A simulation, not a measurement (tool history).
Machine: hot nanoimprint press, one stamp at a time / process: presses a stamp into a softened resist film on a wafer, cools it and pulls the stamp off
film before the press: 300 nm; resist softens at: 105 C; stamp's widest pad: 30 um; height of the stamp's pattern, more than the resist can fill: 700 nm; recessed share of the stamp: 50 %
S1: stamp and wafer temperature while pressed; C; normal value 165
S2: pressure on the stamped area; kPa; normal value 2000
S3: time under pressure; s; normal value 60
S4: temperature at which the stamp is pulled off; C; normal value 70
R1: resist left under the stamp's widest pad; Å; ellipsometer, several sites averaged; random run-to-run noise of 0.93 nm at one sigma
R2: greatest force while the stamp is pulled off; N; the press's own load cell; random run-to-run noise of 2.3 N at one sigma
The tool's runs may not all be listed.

| run | day | S1 | S2 | S3 | S4 | R1 | R2 |
|---|---|---|---|---|---|---|---|
| 1 | 0 | 165 | 2000 | 60 | 70 | 1236 | 141 |
| 2 | 0.521 | 165 | 1320 | 60 | 70 | 1501 | 141 |
| 3 | 1.196 | 165 | 2000 | 38 | 70 | 1472 | 141 |
| 4 | 1.792 | 165 | 2000 | 49 | 70 | 1331 | 141 |
| 5 | 2.433 | 172 | 2000 | 60 | 70 | 854 | 141 |
| 6 | 2.867 | 165 | 2000 | 60 | 70 | 1221 | 145 |
| 7 | 3.175 | 165 | 2000 | 60 | 70 | 1231 | 143 |
| 8 | 3.592 | 165 | 2000 | 60 | 70 | 1220 | 146 |
| 9 | 4.054 | 177 | 1430 | 60 | 70 | 782 | 144 |
| 10 | 4.725 | 177 | 1430 | 60 | 70 | 779 | 146 |
| 11 | 5.05 | 177 | 1430 | 60 | 70 | 786 | 145 |
| 12 | 5.742 | 165 | 2820 | 54 | 70 | 1090 | 146 |
| 13 | 6.321 | 165 | 2000 | 66 | 68 | 1162 | 153 |
| 14 | 6.971 | 173 | 2510 | 113 | 70 | 533 | 147 |
| 15 | 7.675 | 172 | 2000 | 60 | 70 | 854 | 148 |
| 16 | 7.975 | 174 | 2000 | 52 | 70 | 812 | 149 |

Each row is a separate what-if for the run after 16, all from the same tool condition, not one after another. Results?
| A | 8.317 | 156 | 2000 | 52 | 70 | ? | ? |
| B | 8.317 | 165 | 2530 | 105 | 74 | ? | ? |
| C | 8.317 | 165 | 2000 | 84 | 70 | ? | ? |
| D | 8.317 | 177 | 2320 | 52 | 70 | ? | ? |

| run | R1 | R2 |
|---|---|---|
| A | 1952 | 146 |
| B | 865 | 134 |
| C | 1056 | 147 |
| D | 647 | 142 |
Stripped of hidden state, with their random variation kept, the same runs would have yielded:
| run | R1 | R2 |
|---|---|---|
| A | 2069 | 138 |
| B | 938 | 127 |
| C | 1141 | 138 |
| D | 693 | 133 |

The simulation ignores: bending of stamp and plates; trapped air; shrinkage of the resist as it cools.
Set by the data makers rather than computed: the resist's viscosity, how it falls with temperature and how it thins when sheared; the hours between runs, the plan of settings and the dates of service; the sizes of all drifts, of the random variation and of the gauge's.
